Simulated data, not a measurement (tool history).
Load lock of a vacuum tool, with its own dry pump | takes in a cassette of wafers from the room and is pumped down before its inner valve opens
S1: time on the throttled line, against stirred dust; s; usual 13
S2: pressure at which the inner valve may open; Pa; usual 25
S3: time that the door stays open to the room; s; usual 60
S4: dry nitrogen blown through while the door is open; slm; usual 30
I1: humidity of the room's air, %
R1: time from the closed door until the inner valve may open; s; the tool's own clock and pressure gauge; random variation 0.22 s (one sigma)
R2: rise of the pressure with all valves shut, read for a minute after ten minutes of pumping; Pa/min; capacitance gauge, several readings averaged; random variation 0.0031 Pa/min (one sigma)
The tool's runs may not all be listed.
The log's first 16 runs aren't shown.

Run 17, day 198.638: usual settings but S4 15 slm; I1 42.0. Result: R1 26.0 s, R2 0.346 Pa/min.
Run 18, day 212.838: usual settings but S4 15 slm; I1 44.0. Result: R1 26.3 s, R2 0.364 Pa/min.
Run 19, day 224.608: usual settings but S3 123 s, S4 8 slm; I1 47.3. Result: R1 26.1 s, R2 0.457 Pa/min.
Run 20, day 233.312: usual settings but S1 12 s, S2 40 Pa; I1 49.1. Result: R1 24.7 s, R2 0.385 Pa/min.
Run 21, day 245.408: usual settings but S1 23 s, S2 40 Pa; I1 45.4. Result: R1 31.8 s, R2 0.381 Pa/min.
Run 22, day 258.225: usual settings but S1 23 s, S2 40 Pa; I1 43.2. Result: R1 31.9 s, R2 0.407 Pa/min.
Run 23, day 267.733: usual settings but S1 9 s, S2 35 Pa; I1 49.3. Result: R1 23.7 s, R2 0.424 Pa/min.
At day 271.171: dry pump taken out, an overhauled one fitted.
Run 24, day 276.138: usual settings but S2 20 Pa, S3 56 s; I1 44.6. Result: R1 22.8 s, R2 0.425 Pa/min.
Run 25, day 292.138: usual settings but S2 20 Pa, S3 56 s; I1 46.9. Result: R1 22.7 s, R2 0.462 Pa/min.
Run 26, day 307.292: usual settings but S1 23 s, S2 20 Pa, S3 40 s; I1 42.7. Result: R1 30.1 s, R2 0.474 Pa/min.
Run 27, day 317.267: usual settings but S1 8 s, S2 38 Pa, S4 11 slm; I1 44.7. Result: R1 18.2 s, R2 0.511 Pa/min.
Run 28, day 326.538: usual settings but S1 19 s, S2 19 Pa, S3 101 s, S4 11 slm; I1 46.3. Result: R1 27.7 s, R2 0.569 Pa/min.
Run 29, day 341.596: usual settings but S1 19 s, S2 19 Pa, S3 101 s, S4 11 slm; I1 45.4. Result: R1 28.1 s, R2 0.595 Pa/min.
At day 352.525: door's seal changed, seat wiped.
Run 30, day 354.829: usual settings but S1 19 s, S2 19 Pa, S3 101 s, S4 11 slm; I1 46.3. Result: R1 28.0 s, R2 0.129 Pa/min.
Run 31, day 366.788: usual settings but S1 12 s, S2 30 Pa; I1 45.1. Result: R1 22.3 s, R2 0.066 Pa/min.
Run 32, day 381.329: usual settings but S1 12 s, S2 30 Pa; I1 43.1. Result: R1 22.1 s, R2 0.074 Pa/min.
Run 33, day 394.683: usual settings but S4 7 slm; I1 44.1. Result: R1 23.0 s, R2 0.120 Pa/min.
Run 34, day 404.883: usual settings but S4 7 slm; I1 46.6. Result: R1 23.1 s, R2 0.128 Pa/min.
Run 35, day 411.650: usual settings but S1 14 s, S4 31 slm; I1 47.4. Result: R1 24.3 s, R2 0.099 Pa/min.
Run 36, day 427.350: usual settings but S4 16 slm; I1 43.9. Result: R1 23.7 s, R2 0.118 Pa/min.

5 ways to go on from here, each from the tool as it stands after run 36. What would each give?
Run A, day 436.342: usual settings but S3 138 s, S4 10 slm; I1 45.3. Result: R1 ?, R2 ?.
Run B, day 436.342: usual settings but S1 6 s, S2 24 Pa, S4 11 slm; I1 41.2. Result: R1 ?, R2 ?.
Run C, day 436.342: usual settings but S1 12 s, S4 22 slm; I1 43.0. Result: R1 ?, R2 ?.
Run D, day 436.342: usual settings but S1 24 s, S2 30 Pa, S3 49 s; I1 44.0. Result: R1 ?, R2 ?.
Run E, day 436.342: usual settings but S1 8 s, S3 88 s; I1 48.7. Result: R1 ?, R2 ?.

run    R1     R2
  A  23.2  0.182
  B  18.2  0.124
  C  22.9  0.104
  D  31.0  0.085
  E  20.0  0.120
Without the tool's hidden state the same runs would have given:
run    R1     R2
  A  22.4  0.149
  B  17.2  0.091
  C  22.0  0.071
  D  30.4  0.052
  E  19.0  0.087
